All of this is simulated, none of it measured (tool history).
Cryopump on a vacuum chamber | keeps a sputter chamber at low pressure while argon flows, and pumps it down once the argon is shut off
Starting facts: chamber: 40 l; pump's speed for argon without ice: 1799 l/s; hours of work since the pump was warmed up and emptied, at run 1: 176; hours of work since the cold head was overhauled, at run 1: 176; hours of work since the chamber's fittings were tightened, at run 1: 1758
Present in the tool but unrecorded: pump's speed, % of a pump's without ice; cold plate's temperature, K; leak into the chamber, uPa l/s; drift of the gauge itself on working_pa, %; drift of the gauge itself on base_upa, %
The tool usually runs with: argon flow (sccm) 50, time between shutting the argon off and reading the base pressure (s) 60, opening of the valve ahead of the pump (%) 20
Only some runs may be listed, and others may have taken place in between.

run    hour  argon flow (sccm)  time between shutting the argon off and reading the base pressure (s)  opening of the valve ahead of the pump (%)  hours of work since the pump was warmed up and emptied  hours of work since the cold head was overhauled  hours of work since the chamber's fittings were tightened  pressure while argon flows (Pa)  pressure after the wait (uPa)
  1       0                 50                                                                     60                                          20                                                     176                                               176                                                       1758                           0.2371                           1.91
  2    48.9                 50                                                                     60                                          20                                                     196                                               196                                                       1778                           0.2367                           1.95
  3   143.8                 50                                                                     60                                          20                                                     235                                               235                                                       1817                           0.2378                              2
  4   206.4                 50                                                                     60                                          20                                                     261                                               261                                                       1843                            0.236                            2.1
  5   300.6                 50                                                                     60                                          20                                                     300                                               300                                                       1882                            0.238                           2.05
  6   367.1                 50                                                                     60                                          20                                                     327                                               327                                                       1909                           0.2363                           2.13
  7   451.4                 50                                                                     60                                          20                                                     362                                               362                                                       1944                           0.2373                           2.12
  8   547.6                 50                                                                     60                                          22                                                     402                                               402                                                       1983                           0.2164                           2.18
  9   623.2                 50                                                                     60                                          22                                                     433                                               433                                                       2015                           0.2186                           2.21
 10   680.2                 88                                                                     60                                          20                                                     456                                               456                                                       2038                           0.4203                            2.2
 11   768.1                 88                                                                     60                                          20                                                     493                                               493                                                       2074                           0.4198                           2.16
 12   809.7                 88                                                                     60                                          20                                                     510                                               510                                                       2091                           0.4192                           2.28
 13   880.3                 88                                                                     60                                          20                                                     539                                               539                                                       2120                           0.4201                           2.31
 14   947.7                 88                                                                     60                                          20                                                     566                                               566                                                       2148                           0.4198                            2.3
 15  1018.8                 88                                                                     60                                          20                                                     596                                               596                                                       2177                           0.4229                           2.38
 16  1076.6                 88                                                                     60                                          48                                                     620                                               620                                                       2201                           0.1816                           2.39
 17    1142                 50                                                                     50                                          20                                                     646                                               646                                                       2228                           0.2403                           2.49
 18  1180.9                 76                                                                    142                                          17                                                     663                                               663                                                       2244                           0.4282                           1.92
 19  1222.6                 76                                                                    142                                          17                                                     680                                               680                                                       2261                           0.4277                           1.95
 20  1267.2                 76                                                                     44                                          17                                                     698                                               698                                                       2280                           0.4302                           2.68
 21  1332.1                 76                                                                     56                                          17                                                     725                                               725                                                       2306                           0.4269                           2.43
 22  1400.2                 72                                                                     27                                          46                                                     753                                               753                                                       2334                           0.1558                           3.27
 23  1477.2                 72                                                                     27                                          46                                                     785                                               785                                                       2366                           0.1555                           3.42
 24  1522.9                 36                                                                     60                                          41                                                     803                                               803                                                       2385                           0.0871                           2.54
 25  1613.5                 82                                                                     91                                          20                                                     841                                               841                                                       2422                           0.3989                           2.29
 26  1688.2                 82                                                                     91                                          20                                                     871                                               871                                                       2453                           0.3971                           2.34
 27  1767.2                 50                                                                     41                                          49                                                     904                                               904                                                       2486                           0.1029                           2.98
 28  1857.8                 50                                                                     41                                          49                                                     941                                               941                                                       2523                           0.1041                           3.08
 29  1900.4                 32                                                                     29                                          24                                                     959                                               959                                                       2540                           0.1297                           3.42

Branching from run 29: 4 alternative next runs. What would each branch give?
  A  1975.2                 67                                                                     46                                          19                                                     990                                               990                                                       2571                                ?                              ?
  B  1975.2                 27                                                                     79                                          49                                                     990                                               990                                                       2571                                ?                              ?
  C  1975.2                 33                                                                     60                                          18                                                     990                                               990                                                       2571                                ?                              ?
  D  1975.2                 78                                                                     35                                          18                                                     990                                               990                                                       2571                                ?                              ?

run  pressure while argon flows (Pa)  pressure after the wait (uPa)
  A                           0.3452                           2.97
  B                            0.057                           2.51
  C                           0.1771                            2.7
  D                           0.4213                           3.14
Had the tool no hidden state, the same runs would have come out as:
run  pressure while argon flows (Pa)  pressure after the wait (uPa)
  A                           0.3336                           1.18
  B                           0.0523                           0.74
  C                           0.1715                           0.91
  D                           0.4079                           1.39
